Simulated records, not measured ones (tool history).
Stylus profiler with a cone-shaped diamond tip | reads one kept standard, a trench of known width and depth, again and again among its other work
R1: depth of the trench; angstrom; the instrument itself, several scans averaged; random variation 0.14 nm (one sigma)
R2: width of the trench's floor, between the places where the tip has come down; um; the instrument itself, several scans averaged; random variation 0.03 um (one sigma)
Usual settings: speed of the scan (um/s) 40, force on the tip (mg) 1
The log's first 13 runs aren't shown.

run 14 hour=730.8 | speed_of_the_scan_(um/s)=40 force_on_the_tip_(mg)=1 | R1=10083.2 R2=14.6
run 15 hour=794.8 | speed_of_the_scan_(um/s)=40 force_on_the_tip_(mg)=1 | R1=10083 R2=14.58
run 16 hour=823.4 | speed_of_the_scan_(um/s)=40 force_on_the_tip_(mg)=1 | R1=10081.5 R2=14.57
run 17 hour=891.8 | speed_of_the_scan_(um/s)=40 force_on_the_tip_(mg)=1 | R1=10083.4 R2=14.52
run 18 hour=949 | speed_of_the_scan_(um/s)=40 force_on_the_tip_(mg)=2.6 | R1=10134.4 R2=14.52
run 19 hour=1003.4 | speed_of_the_scan_(um/s)=40 force_on_the_tip_(mg)=2.6 | R1=10133.5 R2=14.43
run 20 hour=1036.3 | speed_of_the_scan_(um/s)=40 force_on_the_tip_(mg)=1 | R1=10088 R2=14.38
-- hour=1096.7 height scale calibrated on a step standard
run 21 hour=1105.3 | speed_of_the_scan_(um/s)=40 force_on_the_tip_(mg)=1 | R1=10054 R2=14.36
run 22 hour=1140 | speed_of_the_scan_(um/s)=69 force_on_the_tip_(mg)=2.11 | R1=10086.7 R2=14.24
run 23 hour=1169.7 | speed_of_the_scan_(um/s)=27 force_on_the_tip_(mg)=1.54 | R1=10070.6 R2=14.39
run 24 hour=1225.7 | speed_of_the_scan_(um/s)=14 force_on_the_tip_(mg)=0.63 | R1=10040.4 R2=14.29
run 25 hour=1291.1 | speed_of_the_scan_(um/s)=14 force_on_the_tip_(mg)=0.55 | R1=10041.4 R2=14.22
run 26 hour=1350.5 | speed_of_the_scan_(um/s)=27 force_on_the_tip_(mg)=0.55 | R1=10042.9 R2=14.08
run 27 hour=1378.9 | speed_of_the_scan_(um/s)=40 force_on_the_tip_(mg)=0.77 | R1=10051.7 R2=14.06
run 28 hour=1408.2 | speed_of_the_scan_(um/s)=73 force_on_the_tip_(mg)=0.34 | R1=10032.1 R2=13.81
run 29 hour=1453.2 | speed_of_the_scan_(um/s)=73 force_on_the_tip_(mg)=0.34 | R1=10032.3 R2=13.7
run 30 hour=1501 | speed_of_the_scan_(um/s)=100 force_on_the_tip_(mg)=2.83 | R1=10113.1 R2=13.93
run 31 hour=1556.8 | speed_of_the_scan_(um/s)=12 force_on_the_tip_(mg)=1.48 | R1=10079.6 R2=14.03
run 32 hour=1589.1 | speed_of_the_scan_(um/s)=12 force_on_the_tip_(mg)=1.48 | R1=10081.2 R2=14.03
run 33 hour=1658.1 | speed_of_the_scan_(um/s)=78 force_on_the_tip_(mg)=1.7 | R1=10086.2 R2=13.81
run 34 hour=1686.6 | speed_of_the_scan_(um/s)=13 force_on_the_tip_(mg)=0.5 | R1=10047.8 R2=13.92
run 35 hour=1737 | speed_of_the_scan_(um/s)=58 force_on_the_tip_(mg)=0.5 | R1=10047.9 R2=13.65

Run 36 comes next. What will it give?
run 36 hour=1781.2 | speed_of_the_scan_(um/s)=103 force_on_the_tip_(mg)=2.6 | R1=? R2=?

R1: 10116.6 angstrom
R2: 13.74 um
Without the tool's hidden state the same run would have given R1 10101.1 angstrom, R2 15.82 um.
